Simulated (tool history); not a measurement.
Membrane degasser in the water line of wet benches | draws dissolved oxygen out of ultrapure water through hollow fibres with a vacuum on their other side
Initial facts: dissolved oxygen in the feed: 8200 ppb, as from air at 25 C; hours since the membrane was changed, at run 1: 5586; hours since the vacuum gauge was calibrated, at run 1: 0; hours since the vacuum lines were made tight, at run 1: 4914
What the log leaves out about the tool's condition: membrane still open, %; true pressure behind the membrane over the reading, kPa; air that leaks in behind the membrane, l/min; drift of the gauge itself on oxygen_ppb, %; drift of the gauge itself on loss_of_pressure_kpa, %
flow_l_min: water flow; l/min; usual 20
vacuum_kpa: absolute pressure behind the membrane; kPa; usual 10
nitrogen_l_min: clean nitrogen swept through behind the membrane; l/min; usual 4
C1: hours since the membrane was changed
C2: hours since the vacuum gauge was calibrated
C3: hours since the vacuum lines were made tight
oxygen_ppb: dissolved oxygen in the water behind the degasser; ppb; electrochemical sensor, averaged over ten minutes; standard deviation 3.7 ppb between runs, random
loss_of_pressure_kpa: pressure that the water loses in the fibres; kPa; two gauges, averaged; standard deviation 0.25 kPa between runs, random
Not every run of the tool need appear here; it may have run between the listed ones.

{"run": 1, "day": 0.0, "flow_l_min": 20, "vacuum_kpa": 10, "nitrogen_l_min": 4, "C1": 5586, "C2": 0, "C3": 4914, "oxygen_ppb": 368.3, "loss_of_pressure_kpa": 64.97}
{"day": 3.908, "done": "seals of the vacuum lines changed"}
{"run": 2, "day": 8.683, "flow_l_min": 20, "vacuum_kpa": 10, "nitrogen_l_min": 4, "C1": 5792, "C2": 206, "C3": 115, "oxygen_ppb": 369.1, "loss_of_pressure_kpa": 64.28}
{"run": 3, "day": 20.812, "flow_l_min": 20, "vacuum_kpa": 10, "nitrogen_l_min": 4, "C1": 6083, "C2": 498, "C3": 406, "oxygen_ppb": 370.9, "loss_of_pressure_kpa": 64.34}
{"run": 4, "day": 27.154, "flow_l_min": 20, "vacuum_kpa": 10, "nitrogen_l_min": 3.73, "C1": 6236, "C2": 650, "C3": 558, "oxygen_ppb": 376.2, "loss_of_pressure_kpa": 64.46}
{"run": 5, "day": 34.938, "flow_l_min": 20, "vacuum_kpa": 10, "nitrogen_l_min": 4, "C1": 6422, "C2": 836, "C3": 745, "oxygen_ppb": 370.5, "loss_of_pressure_kpa": 64.12}
{"run": 6, "day": 42.079, "flow_l_min": 20, "vacuum_kpa": 9.9, "nitrogen_l_min": 4, "C1": 6594, "C2": 1008, "C3": 916, "oxygen_ppb": 364, "loss_of_pressure_kpa": 64.14}
{"run": 7, "day": 50.167, "flow_l_min": 20, "vacuum_kpa": 10, "nitrogen_l_min": 2.02, "C1": 6788, "C2": 1202, "C3": 1110, "oxygen_ppb": 436, "loss_of_pressure_kpa": 64.09}
{"run": 8, "day": 57.35, "flow_l_min": 20, "vacuum_kpa": 10, "nitrogen_l_min": 2.02, "C1": 6960, "C2": 1374, "C3": 1283, "oxygen_ppb": 445.5, "loss_of_pressure_kpa": 64.43}
{"run": 9, "day": 66.738, "flow_l_min": 27, "vacuum_kpa": 10, "nitrogen_l_min": 4, "C1": 7186, "C2": 1600, "C3": 1508, "oxygen_ppb": 529.1, "loss_of_pressure_kpa": 86.05}
{"run": 10, "day": 78.733, "flow_l_min": 27, "vacuum_kpa": 10, "nitrogen_l_min": 4, "C1": 7474, "C2": 1888, "C3": 1796, "oxygen_ppb": 529.6, "loss_of_pressure_kpa": 85.55}
{"run": 11, "day": 90.146, "flow_l_min": 22, "vacuum_kpa": 10, "nitrogen_l_min": 4, "C1": 7747, "C2": 2161, "C3": 2070, "oxygen_ppb": 415, "loss_of_pressure_kpa": 70.1}
{"run": 12, "day": 95.55, "flow_l_min": 20, "vacuum_kpa": 6.9, "nitrogen_l_min": 4, "C1": 7877, "C2": 2291, "C3": 2199, "oxygen_ppb": 333.8, "loss_of_pressure_kpa": 63.46}
{"run": 13, "day": 106.662, "flow_l_min": 17, "vacuum_kpa": 6.9, "nitrogen_l_min": 4, "C1": 8144, "C2": 2558, "C3": 2466, "oxygen_ppb": 268.8, "loss_of_pressure_kpa": 53.67}
{"day": 115.571, "done": "gauge calibrated"}
{"run": 14, "day": 115.862, "flow_l_min": 17, "vacuum_kpa": 6.9, "nitrogen_l_min": 4, "C1": 8365, "C2": 2779, "C3": 2687, "oxygen_ppb": 268.1, "loss_of_pressure_kpa": 54.94}
{"run": 15, "day": 128.758, "flow_l_min": 17, "vacuum_kpa": 6.9, "nitrogen_l_min": 4, "C1": 8674, "C2": 3088, "C3": 2996, "oxygen_ppb": 270.3, "loss_of_pressure_kpa": 55.03}
{"day": 133.067, "done": "vacuum gauge calibrated"}
{"run": 16, "day": 135.288, "flow_l_min": 17, "vacuum_kpa": 6.9, "nitrogen_l_min": 4, "C1": 8830, "C2": 53, "C3": 3153, "oxygen_ppb": 268.4, "loss_of_pressure_kpa": 54.74}
{"run": 17, "day": 141.471, "flow_l_min": 17, "vacuum_kpa": 6.9, "nitrogen_l_min": 4, "C1": 8979, "C2": 202, "C3": 3301, "oxygen_ppb": 267.3, "loss_of_pressure_kpa": 54.34}
{"run": 18, "day": 149.4, "flow_l_min": 17, "vacuum_kpa": 6.9, "nitrogen_l_min": 4, "C1": 9169, "C2": 392, "C3": 3491, "oxygen_ppb": 264.8, "loss_of_pressure_kpa": 54.69}
{"run": 19, "day": 157.054, "flow_l_min": 15, "vacuum_kpa": 18.4, "nitrogen_l_min": 4, "C1": 9353, "C2": 576, "C3": 3675, "oxygen_ppb": 321.7, "loss_of_pressure_kpa": 48.17}
{"run": 20, "day": 167.658, "flow_l_min": 15, "vacuum_kpa": 18.4, "nitrogen_l_min": 4, "C1": 9607, "C2": 830, "C3": 3929, "oxygen_ppb": 319.8, "loss_of_pressure_kpa": 48.04}
{"run": 21, "day": 180.833, "flow_l_min": 31, "vacuum_kpa": 22.2, "nitrogen_l_min": 3.33, "C1": 9923, "C2": 1146, "C3": 4246, "oxygen_ppb": 858.9, "loss_of_pressure_kpa": 98.91}
{"run": 22, "day": 192.167, "flow_l_min": 20, "vacuum_kpa": 10, "nitrogen_l_min": 8.9, "C1": 10195, "C2": 1418, "C3": 4518, "oxygen_ppb": 327.6, "loss_of_pressure_kpa": 63.65}
{"run": 23, "day": 204.933, "flow_l_min": 20, "vacuum_kpa": 10, "nitrogen_l_min": 3.13, "C1": 10502, "C2": 1725, "C3": 4824, "oxygen_ppb": 386.2, "loss_of_pressure_kpa": 63.61}

Selected run-to-run steps in loss_of_pressure_kpa, each split into two signed amounts: the part the tool would show with no hidden state at all (from settings, incoming material and random variation), and the remainder, which goes to the hidden state together with any gauge scatter not common to the measured and the hidden-state-free results:
Run 13 -> 14: gauge calibrated. loss_of_pressure_kpa +1.27 kPa: hidden state +1.29, all else -0.02.
Run 20 -> 21: flow_l_min 15 -> 31, vacuum_kpa 18.4 -> 22.2, nitrogen_l_min 4 -> 3.33. loss_of_pressure_kpa +50.87 kPa: hidden state -0.81, all else +51.68.
Run 21 -> 22: flow_l_min 31 -> 20, vacuum_kpa 22.2 -> 10, nitrogen_l_min 3.33 -> 8.9. loss_of_pressure_kpa -35.26 kPa: hidden state +0.3, all else -35.56.
